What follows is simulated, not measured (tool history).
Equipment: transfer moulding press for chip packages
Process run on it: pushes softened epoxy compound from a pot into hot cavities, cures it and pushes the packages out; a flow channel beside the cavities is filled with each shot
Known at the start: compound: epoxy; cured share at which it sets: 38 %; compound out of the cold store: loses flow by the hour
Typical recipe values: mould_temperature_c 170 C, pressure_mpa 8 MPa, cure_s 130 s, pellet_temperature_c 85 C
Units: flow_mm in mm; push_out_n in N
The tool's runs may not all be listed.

| run | hour | mould_temperature_c | pressure_mpa | cure_s | pellet_temperature_c | incoming compound's hours out of the cold store | flow_mm | push_out_n |
|---|---|---|---|---|---|---|---|---|
| 1 | 0 | 170 | 8 | 130 | 85 | 30.6 | 586 | 466 |
| 2 | 24.4 | 170 | 8 | 130 | 85 | 37.6 | 552 | 546 |
| 3 | 40.9 | 170 | 8 | 130 | 85 | 11.6 | 624 | 608 |
| 4 | 60.2 | 176 | 8 | 130 | 85 | 39.7 | 540 | 561 |
| 5 | 84.6 | 176 | 8 | 165 | 85 | 27.2 | 559 | 540 |
|  | 88.1 | cavities cleaned with cleaning compound and waxed |
| 6 | 111.8 | 171 | 8 | 130 | 85 | 41.4 | 530 | 779 |
|  | 139.9 | cavities cleaned with cleaning compound and waxed, once more |
| 7 | 141.5 | 170 | 8 | 130 | 85 | 19.4 | 588 | 391 |
| 8 | 165.8 | 170 | 8 | 130 | 85 | 37.3 | 550 | 470 |
| 9 | 193.9 | 170 | 8 | 130 | 85 | 23.2 | 586 | 536 |
| 10 | 209.5 | 170 | 8 | 130 | 85 | 26 | 567 | 592 |
| 11 | 224.6 | 170 | 8 | 130 | 85 | 25.3 | 571 | 654 |
| 12 | 251.4 | 170 | 8 | 130 | 85 | 44 | 538 | 644 |
|  | 258.4 | cavities cleaned with cleaning compound and waxed |
| 13 | 271.8 | 170 | 8 | 130 | 85 | 47 | 538 | 413 |
| 14 | 297.6 | 170 | 8 | 154 | 85 | 44.3 | 528 | 442 |
| 15 | 315.9 | 172 | 8 | 154 | 85 | 28.3 | 554 | 477 |
|  | 338.7 | plunger's sealing rings changed |
| 16 | 339.5 | 172 | 8 | 154 | 85 | 43.6 | 563 | 511 |
| 17 | 355 | 169 | 8.31 | 161 | 88 | 32.5 | 608 | 559 |
| 18 | 373.9 | 174 | 8.31 | 161 | 91 | 9.9 | 649 | 548 |
|  | 379.4 | cavities cleaned with cleaning compound and waxed |
| 19 | 391.1 | 174 | 8.31 | 161 | 91 | 45.1 | 566 | 345 |
| 20 | 416.2 | 165 | 6.44 | 169 | 89 | 33 | 553 | 465 |
| 21 | 428.5 | 171 | 8 | 154 | 85 | 41.7 | 569 | 469 |
| 22 | 453.4 | 170 | 6.81 | 130 | 85 | 46.4 | 528 | 597 |
| 23 | 470.4 | 174 | 8.51 | 116 | 79 | 38.4 | 585 | 601 |
| 24 | 488.8 | 170 | 8 | 131 | 85 | 43.1 | 562 | 634 |
|  | 498.5 | cavities cleaned with cleaning compound and waxed |
| 25 | 508.8 | 166 | 7.5 | 133 | 92 | 24.5 | 596 | 523 |
| 26 | 527.2 | 177 | 8 | 119 | 85 | 12.2 | 603 | 423 |
| 27 | 552 | 177 | 8 | 119 | 85 | 39.4 | 542 | 486 |
| 28 | 579.3 | 167 | 7.54 | 154 | 85 | 40.4 | 564 | 577 |

Here are 4 independent what-if runs from the current tool condition. What would each one return?
| A | 607.2 | 167 | 7.36 | 132 | 85 | 47 | ? | ? |
| B | 607.2 | 172 | 9.87 | 130 | 85 | 25.7 | ? | ? |
| C | 607.2 | 167 | 8.79 | 154 | 81 | 36.3 | ? | ? |
| D | 607.2 | 173 | 7.54 | 154 | 78 | 23.1 | ? | ? |

| run | flow_mm | push_out_n |
|---|---|---|
| A | 540 | 732 |
| B | 656 | 631 |
| C | 612 | 603 |
| D | 580 | 559 |
What these runs would have given with no unlogged condition in the tool:
| run | flow_mm | push_out_n |
|---|---|---|
| A | 563 | 432 |
| B | 684 | 364 |
| C | 638 | 346 |
| D | 605 | 311 |

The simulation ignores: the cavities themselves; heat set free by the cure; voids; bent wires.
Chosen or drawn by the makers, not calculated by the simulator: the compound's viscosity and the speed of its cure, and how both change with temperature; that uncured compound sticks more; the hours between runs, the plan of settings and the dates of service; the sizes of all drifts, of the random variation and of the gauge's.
